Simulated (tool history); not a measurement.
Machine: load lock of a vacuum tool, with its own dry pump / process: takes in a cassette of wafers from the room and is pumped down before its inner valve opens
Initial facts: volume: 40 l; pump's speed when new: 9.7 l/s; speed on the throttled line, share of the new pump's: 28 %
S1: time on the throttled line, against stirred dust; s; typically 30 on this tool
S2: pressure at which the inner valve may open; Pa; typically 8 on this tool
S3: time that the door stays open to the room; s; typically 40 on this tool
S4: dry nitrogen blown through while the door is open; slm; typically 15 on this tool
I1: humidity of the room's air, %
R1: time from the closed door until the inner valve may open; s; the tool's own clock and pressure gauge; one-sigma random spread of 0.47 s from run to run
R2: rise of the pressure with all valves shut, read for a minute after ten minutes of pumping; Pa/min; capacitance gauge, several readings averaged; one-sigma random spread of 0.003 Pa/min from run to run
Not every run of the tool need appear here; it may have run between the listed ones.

run	hour	S1	S2	S3	S4	I1	R1	R2
1	0.0	30	8	40	15	51.7	62.3	0.068
2	466.1	30	8	40	15	41.5	63.7	0.084
3	837.5	30	8	40	15	45.9	62.6	0.110
4	1504.0	30	8	40	15	45.2	63.5	0.143
5	2043.1	30	8	40	15	47.8	62.7	0.184
6	2626.5	30	8	40	37	44.3	63.6	0.231
7	3296.3	30	8	40	37	43.6	63.9	0.282
8	3934.5	30	8	40	37	46.0	63.1	0.354
9	4609.1	30	8	40	37	44.7	63.8	0.435
10	5129.6	30	8	40	15	41.6	63.5	0.497
11	5767.3	30	8	40	15	45.6	64.1	0.592
12	6228.6	30	8	40	15	44.5	64.3	0.665
13	6864.5	30	8	40	15	42.0	63.9	0.026
14	7237.7	30	8	40	15	47.7	64.9	0.041
15	7556.9	30	8	40	15	44.7	65.1	0.049
16	8093.9	30	8	40	23	45.0	64.6	0.068
17	8710.2	30	8	40	23	46.2	65.1	0.100
18	9354.9	30	8	40	23	42.7	64.8	0.147
19	9842.9	30	8	40	11	46.0	64.9	0.197
20	10348.5	47	8	40	11	48.5	76.5	0.241
21	10675.1	35	14	30	14	47.1	65.1	0.268
22	11304.0	35	13	35	14	46.8	66.5	0.341
23	11607.7	35	13	35	14	42.3	66.8	0.356
24	11885.7	35	13	35	14	45.7	66.5	0.391
25	12165.8	50	12	38	19	43.4	76.8	0.440
26	12457.2	40	6	38	19	46.0	75.0	0.460
27	13091.7	19	6	38	40	44.2	60.7	0.526
28	13696.6	30	9	45	4	47.2	65.6	0.626
29	14109.8	30	9	90	30	47.1	66.2	0.684
30	14631.7	51	7	90	30	43.8	81.0	0.030
31	15235.1	16	10	40	15	43.4	55.8	0.050
32	15793.6	16	10	40	15	45.4	56.5	0.078
33	16468.7	16	10	34	15	40.0	57.0	0.120
34	16784.8	28	8	190	33	47.5	59.7	0.148
35	17161.6	28	8	190	33	42.7	58.6	0.178
36	17706.8	30	10	40	4	43.1	60.2	0.218
37	18113.7	40	7	202	24	42.2	69.0	0.268

Not shown: 3 entries that the log had between the listed runs. Between which runs, and how does the tool's hidden state differ before and after?
In the gap between runs 12 and 13: door's seal changed, seat wiped (hour 6753.4)
  pump's speed, % of a new pump's: 90.2 -> 89.7; leak at the door's seal, Pa l/s: 0.4295 -> 0.0038
  measured value less the no-hidden-state value, R1: +3.5 -> +3.5 s; R2: +0.644 -> +0.003 Pa/min
In the gap between runs 29 and 30: door's seal changed, seat wiped (hour 14375.1)
  pump's speed, % of a new pump's: 84.9 -> 84.6; leak at the door's seal, Pa l/s: 0.4474 -> 0.0073
  measured value less the no-hidden-state value, R1: +5.5 -> +4.7 s; R2: +0.664 -> +0.008 Pa/min
In the gap between runs 33 and 34: dry pump taken out, an overhauled one fitted (hour 16693.7)
  pump's speed, % of a new pump's: 83.4 -> 100.9; leak at the door's seal, Pa l/s: 0.0707 -> 0.0828
  measured value less the no-hidden-state value, R1: +6.9 -> -0.3 s; R2: +0.103 -> +0.123 Pa/min

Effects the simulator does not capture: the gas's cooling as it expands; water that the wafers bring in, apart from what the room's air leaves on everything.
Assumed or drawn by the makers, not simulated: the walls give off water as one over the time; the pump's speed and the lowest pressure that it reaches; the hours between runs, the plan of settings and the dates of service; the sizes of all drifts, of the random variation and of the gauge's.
